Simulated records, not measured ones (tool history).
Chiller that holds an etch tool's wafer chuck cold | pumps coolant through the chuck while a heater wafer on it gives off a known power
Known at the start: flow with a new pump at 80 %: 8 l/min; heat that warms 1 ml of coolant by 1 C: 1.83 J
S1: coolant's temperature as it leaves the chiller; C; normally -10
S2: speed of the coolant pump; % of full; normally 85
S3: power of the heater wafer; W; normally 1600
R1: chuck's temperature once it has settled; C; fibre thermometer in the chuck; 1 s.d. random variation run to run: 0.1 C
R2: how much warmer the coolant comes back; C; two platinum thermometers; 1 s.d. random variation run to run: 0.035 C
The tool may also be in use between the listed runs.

run 1 hour=0 | S1=-10 S2=85 S3=1600 | R1=3.5 R2=6.47
run 2 hour=104.7 | S1=-10 S2=85 S3=1944 | R1=6.3 R2=7.89
run 3 hour=199.3 | S1=-10 S2=85 S3=1600 | R1=3.8 R2=6.48
-- hour=258.3 chiller's thermometer calibrated
run 4 hour=306 | S1=-7 S2=85 S3=1600 | R1=5.9 R2=6.48
run 5 hour=441.5 | S1=-7 S2=85 S3=1600 | R1=6.1 R2=6.58
run 6 hour=545.5 | S1=-7 S2=85 S3=1600 | R1=6.1 R2=6.53
run 7 hour=678.6 | S1=-10 S2=85 S3=2200 | R1=8.3 R2=9.05
run 8 hour=769 | S1=-10 S2=85 S3=1600 | R1=3.5 R2=6.57
run 9 hour=852.8 | S1=-10 S2=85 S3=1467 | R1=2.3 R2=6.04
run 10 hour=1001.8 | S1=-10 S2=88 S3=1600 | R1=3.2 R2=6.33
run 11 hour=1130.4 | S1=-10 S2=88 S3=1600 | R1=3.4 R2=6.43
run 12 hour=1274 | S1=-10 S2=88 S3=1600 | R1=3.8 R2=6.42
run 13 hour=1402.7 | S1=-10 S2=88 S3=1600 | R1=3.8 R2=6.32
run 14 hour=1516.3 | S1=-15 S2=73 S3=2205 | R1=8.3 R2=10.95
run 15 hour=1593.2 | S1=-12 S2=85 S3=1204 | R1=-1.1 R2=5.12
run 16 hour=1692.4 | S1=-10 S2=85 S3=879 | R1=-1.7 R2=3.68
run 17 hour=1855.1 | S1=-5 S2=64 S3=1599 | R1=14.7 R2=9.26
run 18 hour=2004.5 | S1=-1 S2=82 S3=2007 | R1=18.7 R2=8.86
run 19 hour=2169.3 | S1=-1 S2=82 S3=2007 | R1=18.9 R2=8.89
run 20 hour=2259.9 | S1=-15 S2=80 S3=1430 | R1=-0.3 R2=6.55
-- hour=2344.9 coolant changed, channels flushed
run 21 hour=2409.6 | S1=-15 S2=80 S3=1430 | R1=-2.4 R2=6.56
run 22 hour=2536.8 | S1=-15 S2=85 S3=1430 | R1=-2.9 R2=6.13
run 23 hour=2683.8 | S1=-15 S2=85 S3=1430 | R1=-2.7 R2=6.16
run 24 hour=2754.9 | S1=-15 S2=61 S3=1639 | R1=4.6 R2=10.16
run 25 hour=2901.6 | S1=-19 S2=74 S3=869 | R1=-10 R2=4.42

Predict each of these 3 candidate next runs independently; none follows another, all start after run 25:
-- hour=2929.2 chiller's thermometer calibrated
run A hour=2978.1 | S1=-15 S2=85 S3=1600 | R1=? R2=?
-- hour=2929.2 chiller's thermometer calibrated
run B hour=2978.1 | S1=-10 S2=99 S3=1362 | R1=? R2=?
-- hour=2929.2 chiller's thermometer calibrated
run C hour=2978.1 | S1=-10 S2=66 S3=1766 | R1=? R2=?

run=A R1=-1.7 R2=6.96
run=B R1=-0.6 R2=5.06
run=C R1=8.9 R2=10.11
Without the tool's unlogged condition, the same runs would have read:
run=A R1=-3.5 R2=6.14
run=B R1=-1.9 R2=4.47
run=C R1=6.4 R2=8.92
